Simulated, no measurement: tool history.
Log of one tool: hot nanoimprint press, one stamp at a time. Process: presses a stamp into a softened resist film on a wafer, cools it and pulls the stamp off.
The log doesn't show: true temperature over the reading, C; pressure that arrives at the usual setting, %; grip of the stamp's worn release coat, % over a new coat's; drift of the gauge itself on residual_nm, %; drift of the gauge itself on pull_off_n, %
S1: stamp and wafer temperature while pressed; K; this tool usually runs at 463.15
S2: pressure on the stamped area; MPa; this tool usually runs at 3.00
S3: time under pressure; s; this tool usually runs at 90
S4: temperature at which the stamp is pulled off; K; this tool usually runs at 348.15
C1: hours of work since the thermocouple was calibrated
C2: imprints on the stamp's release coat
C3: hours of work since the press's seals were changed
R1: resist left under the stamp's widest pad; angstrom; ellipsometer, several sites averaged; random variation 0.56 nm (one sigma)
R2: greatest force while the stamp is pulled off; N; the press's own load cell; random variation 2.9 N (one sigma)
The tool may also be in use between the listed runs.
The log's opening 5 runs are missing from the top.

run     day      S1    S2   S3      S4   C1    C2   C3    R1   R2
  6   2.296  464.15  3.00   90  348.15  234  1546  347  1937  139
  7   2.629  463.15  2.03   90  348.15  239  1583  352  2499  144
  8   3.021  463.15  2.03   90  348.15  244  1626  357  2492  134
  9   3.750  463.15  2.03   90  348.15  254  1706  367  2488  140
 10   4.446  463.15  2.03   90  348.15  264  1782  377  2496  132
 11   4.888  463.15  2.03   90  348.15  270  1831  383  2488  137
 12   5.221  463.15  2.03   90  348.15  274  1867  388  2503  133
 13   5.746  463.15  2.03   90  348.15  282  1925  395  2495  134
      6.229  -- stamp cleaned and given a new release coat
 14   6.475  463.15  3.00   90  348.15  288    27  402  2031  132
 15   6.850  463.15  3.00   90  348.15  293    69  407  2021  134
 16   7.412  467.15  3.00   90  348.15  301   130  415  1696  136
 17   7.950  467.15  2.02   90  348.15  309   189  422  2129  138
 18   8.462  467.15  2.41   90  337.15  316   245  429  1938  152
 19   8.950  467.15  2.41   90  337.15  322   299  436  1935  148
 20   9.300  474.15  2.40  145  353.15  327   337  441  1218  130
 21   9.621  474.15  2.40  145  353.15  332   372  445  1228  131
 22  10.067  463.15  2.69   90  356.15  338   421  451  2133  133
 23  10.496  463.15  2.69   90  356.15  344   469  457  2147  135
 24  10.921  463.15  2.69  127  356.15  350   515  463  1903  137
 25  11.654  474.15  2.69  167  356.15  360   596  473  1080  128
 26  12.083  463.15  3.00   83  348.15  366   643  479  2068  142
 27  12.562  464.15  3.00   71  348.15  372   695  486  2097  132
 28  12.971  469.15  2.90  128  336.15  378   740  491  1407  145
 29  13.592  454.15  3.00   90  348.15  386   808  500  2960  136
 30  14.329  461.15  3.00   90  348.15  397   889  510  2209  136

Alternative continuations, all from the tool just after run 30; predict every row:
  A  14.892  461.15  2.91  90  348.15  404  951  518   ?   ?
  B  14.892  465.15  3.00  90  348.15  404  951  518   ?   ?
  C  14.892  456.15  3.00  52  348.15  404  951  518   ?   ?
  D  14.892  461.15  3.00  50  348.15  404  951  518   ?   ?

run    R1   R2
  A  2241  137
  B  1852  135
  C  3181  142
  D  2665  142
The same runs, with their run-to-run variation unchanged, on a tool lacking any hidden condition would have given:
run    R1   R2
  A  2243  137
  B  1853  134
  C  3182  141
  D  2666  141

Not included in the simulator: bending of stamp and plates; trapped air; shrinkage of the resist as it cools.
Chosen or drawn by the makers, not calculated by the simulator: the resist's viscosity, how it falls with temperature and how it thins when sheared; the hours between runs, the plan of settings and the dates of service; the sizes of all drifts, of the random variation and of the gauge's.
